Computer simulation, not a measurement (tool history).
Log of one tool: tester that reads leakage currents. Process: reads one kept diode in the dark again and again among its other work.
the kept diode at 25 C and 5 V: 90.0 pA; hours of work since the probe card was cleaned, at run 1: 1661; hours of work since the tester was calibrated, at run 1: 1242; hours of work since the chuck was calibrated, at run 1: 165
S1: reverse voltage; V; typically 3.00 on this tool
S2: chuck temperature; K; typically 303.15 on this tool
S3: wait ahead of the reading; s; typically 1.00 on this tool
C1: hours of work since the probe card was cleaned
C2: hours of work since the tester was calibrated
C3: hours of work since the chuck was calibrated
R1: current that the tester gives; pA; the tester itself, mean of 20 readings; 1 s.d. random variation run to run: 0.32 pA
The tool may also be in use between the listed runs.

run	day	S1	S2	S3	C1	C2	C3	R1
1	0.000	3.00	303.15	1.00	1661	1242	165	104.21
2	1.392	3.00	315.15	1.00	1683	1263	186	266.49
3	4.204	3.00	315.15	1.00	1726	1307	230	263.53
4	6.867	3.00	313.15	1.00	1767	1348	271	228.09
5	8.296	3.00	313.15	1.00	1789	1370	293	225.77
6	9.762	3.00	318.15	1.00	1812	1393	316	331.14
7	11.796	3.00	303.15	1.00	1843	1424	347	103.91
8	13.254	3.00	303.15	1.00	1866	1447	370	104.21
9	15.775	3.00	303.15	1.00	1905	1486	409	104.01
10	18.429	3.00	303.15	1.00	1946	1527	450	103.69
11	20.812	3.00	300.15	1.00	1983	1563	486	81.27
12	22.492	3.00	300.15	1.00	2009	1589	513	81.29
13	24.033	3.00	328.15	1.00	2033	1613	536	677.78
14	25.775	3.00	328.15	1.00	2060	1640	563	674.77
15	28.308	3.51	298.15	1.00	2099	1679	602	75.46
16	30.792	3.51	298.15	10.00	2137	1718	641	73.76
17	33.067	3.51	298.15	10.00	2172	1753	676	74.03
18	34.212	3.00	315.15	1.00	2190	1771	694	261.36
# day 34.542: probe card cleaned and baked
19	36.796	3.00	315.15	1.45	35	1809	732	263.14
20	39.546	3.00	303.15	4.01	77	1851	774	103.67
21	42.104	3.00	303.15	0.56	117	1891	814	104.96
22	44.025	3.00	303.15	0.56	147	1921	844	104.90
# day 46.404: probe card cleaned and baked, once more
23	46.579	3.00	303.15	0.56	3	1958	881	101.92
24	47.962	3.00	303.15	0.56	24	1980	903	101.90
25	49.338	19.97	303.15	1.00	45	2001	924	295.54
26	51.996	16.64	303.15	0.71	87	2042	965	267.35
27	53.146	16.64	303.15	0.71	104	2060	983	267.58

Each row is a separate what-if for the run after 27, all from the same tool condition, not one after another. Results?
A	55.762	3.35	303.15	1.00	145	2100	1023	?
B	55.762	8.18	303.15	4.37	145	2100	1023	?
C	55.762	10.81	324.15	1.06	145	2100	1023	?

run	R1
A	107.00
B	174.86
C	1030.08
What these runs would have given with no unlogged condition in the tool:
run	R1
A	110.57
B	180.65
C	1060.22

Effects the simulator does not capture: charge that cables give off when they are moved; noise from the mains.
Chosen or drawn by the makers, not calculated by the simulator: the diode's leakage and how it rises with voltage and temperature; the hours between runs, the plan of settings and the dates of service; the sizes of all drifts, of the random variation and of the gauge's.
